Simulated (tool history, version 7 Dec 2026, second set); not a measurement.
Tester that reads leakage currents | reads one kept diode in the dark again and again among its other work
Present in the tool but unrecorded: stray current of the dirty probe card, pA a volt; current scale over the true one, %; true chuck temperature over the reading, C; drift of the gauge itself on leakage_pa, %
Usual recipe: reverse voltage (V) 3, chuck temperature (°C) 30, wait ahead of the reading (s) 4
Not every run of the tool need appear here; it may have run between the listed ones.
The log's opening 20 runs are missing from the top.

run      day  reverse voltage (V)  chuck temperature (°C)  wait ahead of the reading (s)  hours of work since the probe card was cleaned  hours of work since the tester was calibrated  hours of work since the chuck was calibrated  current that the tester gives (pA)
 21    165.4                  2.3                      30                            2.8                                            1786                                           2854                                          1027                              167.61
 22   174.45                    3                      30                            0.5                                            1956                                           3024                                          1198                              186.98
      175.15  -- tester calibrated
 23  182.346                10.02                      39                           2.04                                            2103                                            135                                          1344                              579.86
     193.062  -- probe card cleaned and baked
 24  193.929                10.02                      39                           2.04                                              16                                            350                                          1559                              550.37
 25  200.833                13.08                      31                              4                                             146                                            480                                          1689                              346.74
 26  209.642                13.08                      31                              4                                             311                                            646                                          1855                              343.32
     213.862  -- chuck's temperature calibrated
 27  219.962                 2.38                      49                              4                                             504                                            838                                           115                              659.98
 28  230.562                 6.92                      32                           0.35                                             703                                           1037                                           314                              322.33
 29  242.288                 6.74                      30                           1.06                                             923                                           1257                                           534                              270.71
 30  251.692                    3                      36                           0.52                                            1100                                           1434                                           711                              294.14
 31  259.617                    3                      46                              4                                            1249                                           1583                                           859                              565.51
 32  267.358                    3                      46                              4                                            1394                                           1728                                          1005                              559.98
 33  278.746                11.91                      31                           1.83                                            1608                                           1942                                          1219                               356.6
 34  287.179                 3.26                      27                           0.47                                            1766                                           2100                                          1377                              156.01
 35  296.558                 3.26                      27                           0.47                                            1943                                           2277                                          1553                              153.72
 36  304.879                 2.43                      33                           2.95                                            2099                                           2433                                          1710                              204.96
     315.533  -- probe card cleaned and baked
 37   315.65                 2.43                      33                           2.95                                               2                                           2633                                          1910                               196.9

Here are 3 independent what-if runs from the current tool condition. What would each one return?
     317.279  -- chuck's temperature calibrated
  A  321.725                 2.43                      33                           1.95                                             115                                           2745                                            84                                   ?
     317.279  -- chuck's temperature calibrated
  B  321.725                15.89                      40                           7.18                                             115                                           2745                                            84                                   ?
     317.279  -- chuck's temperature calibrated
  C  321.725                    3                      22                              4                                             115                                           2745                                            84                                   ?

run  current that the tester gives (pA)
  A                              222.11
  B                               761.9
  C                              107.13
Without the tool's unlogged condition, the same runs would have read:
run  current that the tester gives (pA)
  A                               227.7
  B                              780.19
  C                              109.62

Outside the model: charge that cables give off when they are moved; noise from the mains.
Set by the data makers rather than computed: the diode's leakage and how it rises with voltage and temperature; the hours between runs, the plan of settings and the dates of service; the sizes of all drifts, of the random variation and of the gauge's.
